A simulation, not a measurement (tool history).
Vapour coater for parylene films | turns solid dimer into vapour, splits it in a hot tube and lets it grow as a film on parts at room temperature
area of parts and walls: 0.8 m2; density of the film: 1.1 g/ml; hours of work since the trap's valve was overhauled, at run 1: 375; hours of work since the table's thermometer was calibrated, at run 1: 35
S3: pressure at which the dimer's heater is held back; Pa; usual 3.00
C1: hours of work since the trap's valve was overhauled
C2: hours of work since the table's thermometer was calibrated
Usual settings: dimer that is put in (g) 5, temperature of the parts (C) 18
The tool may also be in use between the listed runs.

{"run": 1, "day": 0.0, "dimer that is put in (g)": 5, "temperature of the parts (C)": 18, "S3": 3.0, "C1": 375, "C2": 35, "thickness of the film (um)": 3.05}
{"run": 2, "day": 0.721, "dimer that is put in (g)": 5, "temperature of the parts (C)": 18, "S3": 3.0, "C1": 385, "C2": 46, "thickness of the film (um)": 3.1}
{"run": 3, "day": 2.188, "dimer that is put in (g)": 5, "temperature of the parts (C)": 18, "S3": 3.0, "C1": 406, "C2": 66, "thickness of the film (um)": 3.04}
{"run": 4, "day": 3.542, "dimer that is put in (g)": 5, "temperature of the parts (C)": 18, "S3": 3.0, "C1": 424, "C2": 85, "thickness of the film (um)": 3.04}
{"run": 5, "day": 4.912, "dimer that is put in (g)": 5, "temperature of the parts (C)": 18, "S3": 3.0, "C1": 444, "C2": 104, "thickness of the film (um)": 3.05}
{"run": 6, "day": 6.038, "dimer that is put in (g)": 5, "temperature of the parts (C)": 18, "S3": 3.0, "C1": 459, "C2": 120, "thickness of the film (um)": 3.04}
{"run": 7, "day": 7.254, "dimer that is put in (g)": 5, "temperature of the parts (C)": 20, "S3": 3.0, "C1": 476, "C2": 136, "thickness of the film (um)": 2.83}
{"day": 7.45, "done": "table's thermometer calibrated"}
{"run": 8, "day": 8.746, "dimer that is put in (g)": 7, "temperature of the parts (C)": 29, "S3": 3.17, "C1": 496, "C2": 18, "thickness of the film (um)": 2.95}
{"day": 9.029, "done": "trap's valve overhauled"}
{"run": 9, "day": 10.117, "dimer that is put in (g)": 3, "temperature of the parts (C)": 14, "S3": 9.48, "C1": 15, "C2": 35, "thickness of the film (um)": 1.99}
{"run": 10, "day": 10.925, "dimer that is put in (g)": 6, "temperature of the parts (C)": 17, "S3": 3.0, "C1": 26, "C2": 46, "thickness of the film (um)": 4.03}

Forecast each of these 5 alternatives for the next run:
{"run": "A", "day": 11.904, "dimer that is put in (g)": 5, "temperature of the parts (C)": 19, "S3": 3.0, "C1": 40, "C2": 60, "thickness of the film (um)": "?"}
{"run": "B", "day": 11.904, "dimer that is put in (g)": 5, "temperature of the parts (C)": 18, "S3": 3.23, "C1": 40, "C2": 60, "thickness of the film (um)": "?"}
{"run": "C", "day": 11.904, "dimer that is put in (g)": 5, "temperature of the parts (C)": 18, "S3": 2.22, "C1": 40, "C2": 60, "thickness of the film (um)": "?"}
{"run": "D", "day": 11.904, "dimer that is put in (g)": 3, "temperature of the parts (C)": 24, "S3": 3.0, "C1": 40, "C2": 60, "thickness of the film (um)": "?"}
{"run": "E", "day": 11.904, "dimer that is put in (g)": 4, "temperature of the parts (C)": 28, "S3": 5.37, "C1": 40, "C2": 60, "thickness of the film (um)": "?"}

run=A thickness_of_the_film_(um)=3.15
run=B thickness_of_the_film_(um)=3.24
run=C thickness_of_the_film_(um)=3.36
run=D thickness_of_the_film_(um)=1.59
run=E thickness_of_the_film_(um)=1.78
Without the tool's hidden state the same runs would have given:
run=A thickness_of_the_film_(um)=3.18
run=B thickness_of_the_film_(um)=3.27
run=C thickness_of_the_film_(um)=3.39
run=D thickness_of_the_film_(um)=1.61
run=E thickness_of_the_film_(um)=1.79
